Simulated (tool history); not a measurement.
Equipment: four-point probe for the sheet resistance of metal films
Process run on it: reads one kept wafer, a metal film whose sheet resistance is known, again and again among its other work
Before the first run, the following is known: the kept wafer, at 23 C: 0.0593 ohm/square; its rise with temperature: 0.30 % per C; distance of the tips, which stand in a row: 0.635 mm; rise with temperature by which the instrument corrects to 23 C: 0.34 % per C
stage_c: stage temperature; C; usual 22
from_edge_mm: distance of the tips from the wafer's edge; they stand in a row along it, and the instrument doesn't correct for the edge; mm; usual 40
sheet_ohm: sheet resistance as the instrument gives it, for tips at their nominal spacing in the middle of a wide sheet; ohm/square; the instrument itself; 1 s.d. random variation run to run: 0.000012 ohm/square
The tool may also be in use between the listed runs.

run 1 hour=0.0 | stage_c=22 from_edge_mm=40 | sheet_ohm=0.059324
run 2 hour=43.3 | stage_c=22 from_edge_mm=40 | sheet_ohm=0.059304
run 3 hour=84.7 | stage_c=22 from_edge_mm=40 | sheet_ohm=0.059335
run 4 hour=144.5 | stage_c=22 from_edge_mm=40 | sheet_ohm=0.059310
run 5 hour=191.3 | stage_c=22 from_edge_mm=40 | sheet_ohm=0.059298
run 6 hour=252.5 | stage_c=22 from_edge_mm=40 | sheet_ohm=0.059287
run 7 hour=338.4 | stage_c=22 from_edge_mm=40 | sheet_ohm=0.059294
run 8 hour=424.8 | stage_c=22 from_edge_mm=40 | sheet_ohm=0.059273
run 9 hour=480.0 | stage_c=22 from_edge_mm=40 | sheet_ohm=0.059266
run 10 hour=535.8 | stage_c=22 from_edge_mm=40 | sheet_ohm=0.059249
run 11 hour=599.4 | stage_c=22 from_edge_mm=40 | sheet_ohm=0.059229
run 12 hour=677.3 | stage_c=22 from_edge_mm=12 | sheet_ohm=0.059305
run 13 hour=734.8 | stage_c=22 from_edge_mm=12 | sheet_ohm=0.059298
run 14 hour=802.2 | stage_c=22 from_edge_mm=40 | sheet_ohm=0.059231
run 15 hour=839.4 | stage_c=22 from_edge_mm=68 | sheet_ohm=0.059182
run 16 hour=914.8 | stage_c=22 from_edge_mm=68 | sheet_ohm=0.059204
run 17 hour=968.6 | stage_c=22 from_edge_mm=68 | sheet_ohm=0.059197
-- hour=992.1 stage's thermometer calibrated
run 18 hour=1047.5 | stage_c=22 from_edge_mm=68 | sheet_ohm=0.059135
run 19 hour=1114.7 | stage_c=32 from_edge_mm=68 | sheet_ohm=0.058892
run 20 hour=1177.3 | stage_c=32 from_edge_mm=68 | sheet_ohm=0.058860
run 21 hour=1221.9 | stage_c=32 from_edge_mm=68 | sheet_ohm=0.058869
run 22 hour=1291.2 | stage_c=32 from_edge_mm=68 | sheet_ohm=0.058837
run 23 hour=1362.4 | stage_c=32 from_edge_mm=68 | sheet_ohm=0.058858
run 24 hour=1449.9 | stage_c=21 from_edge_mm=3 | sheet_ohm=0.060486
run 25 hour=1494.1 | stage_c=24 from_edge_mm=5 | sheet_ohm=0.059516
run 26 hour=1580.0 | stage_c=19 from_edge_mm=5 | sheet_ohm=0.059663
run 27 hour=1624.5 | stage_c=31 from_edge_mm=18 | sheet_ohm=0.058874
run 28 hour=1673.9 | stage_c=31 from_edge_mm=18 | sheet_ohm=0.058852
run 29 hour=1738.4 | stage_c=31 from_edge_mm=18 | sheet_ohm=0.058855
run 30 hour=1802.5 | stage_c=31 from_edge_mm=18 | sheet_ohm=0.058850
run 31 hour=1839.9 | stage_c=33 from_edge_mm=32 | sheet_ohm=0.058771
run 32 hour=1877.7 | stage_c=22 from_edge_mm=6 | sheet_ohm=0.059364
run 33 hour=1924.5 | stage_c=34 from_edge_mm=40 | sheet_ohm=0.058710
run 34 hour=1980.6 | stage_c=22 from_edge_mm=5 | sheet_ohm=0.059505
run 35 hour=2053.8 | stage_c=21 from_edge_mm=10 | sheet_ohm=0.059125
run 36 hour=2092.5 | stage_c=22 from_edge_mm=61 | sheet_ohm=0.058994
run 37 hour=2172.8 | stage_c=27 from_edge_mm=16 | sheet_ohm=0.058892
run 38 hour=2261.3 | stage_c=19 from_edge_mm=34 | sheet_ohm=0.059057
run 39 hour=2297.8 | stage_c=32 from_edge_mm=41 | sheet_ohm=0.058687
run 40 hour=2386.5 | stage_c=24 from_edge_mm=47 | sheet_ohm=0.058900
run 41 hour=2443.0 | stage_c=24 from_edge_mm=47 | sheet_ohm=0.058891
run 42 hour=2491.0 | stage_c=28 from_edge_mm=9 | sheet_ohm=0.058917
run 43 hour=2569.7 | stage_c=22 from_edge_mm=3 | sheet_ohm=0.060312
run 44 hour=2632.0 | stage_c=22 from_edge_mm=3 | sheet_ohm=0.060301

Subtracting, for every run, the result it would have given without the tool's unlogged condition from the measured result gives the following. The same run-to-run variation enters both numbers; the gauge's scatter may not:
Hidden state present: inner tips' distance over the nominal, %; tips' flats over new ones', %; wafer's true temperature over the reading, C; drift of the gauge itself on sheet_ohm, %.
run=1 sheet_ohm=-0.000003
run=2 sheet_ohm=-0.000010
run=3 sheet_ohm=-0.000016
run=4 sheet_ohm=-0.000025
run=5 sheet_ohm=-0.000033
run=6 sheet_ohm=-0.000043
run=7 sheet_ohm=-0.000056
run=8 sheet_ohm=-0.000068
run=9 sheet_ohm=-0.000076
run=10 sheet_ohm=-0.000084
run=11 sheet_ohm=-0.000094
run=12 sheet_ohm=-0.000105
run=13 sheet_ohm=-0.000113
run=14 sheet_ohm=-0.000124
run=15 sheet_ohm=-0.000130
run=16 sheet_ohm=-0.000141
run=17 sheet_ohm=-0.000149
run=18 sheet_ohm=-0.000190
run=19 sheet_ohm=-0.000200
run=20 sheet_ohm=-0.000209
run=21 sheet_ohm=-0.000216
run=22 sheet_ohm=-0.000226
run=23 sheet_ohm=-0.000237
run=24 sheet_ohm=-0.000256
run=25 sheet_ohm=-0.000259
run=26 sheet_ohm=-0.000273
run=27 sheet_ohm=-0.000276
run=28 sheet_ohm=-0.000283
run=29 sheet_ohm=-0.000293
run=30 sheet_ohm=-0.000302
run=31 sheet_ohm=-0.000306
run=32 sheet_ohm=-0.000315
run=33 sheet_ohm=-0.000317
run=34 sheet_ohm=-0.000332
run=35 sheet_ohm=-0.000341
run=36 sheet_ohm=-0.000346
run=37 sheet_ohm=-0.000357
run=38 sheet_ohm=-0.000371
run=39 sheet_ohm=-0.000374
run=40 sheet_ohm=-0.000388
run=41 sheet_ohm=-0.000396
run=42 sheet_ohm=-0.000403
run=43 sheet_ohm=-0.000423
run=44 sheet_ohm=-0.000433
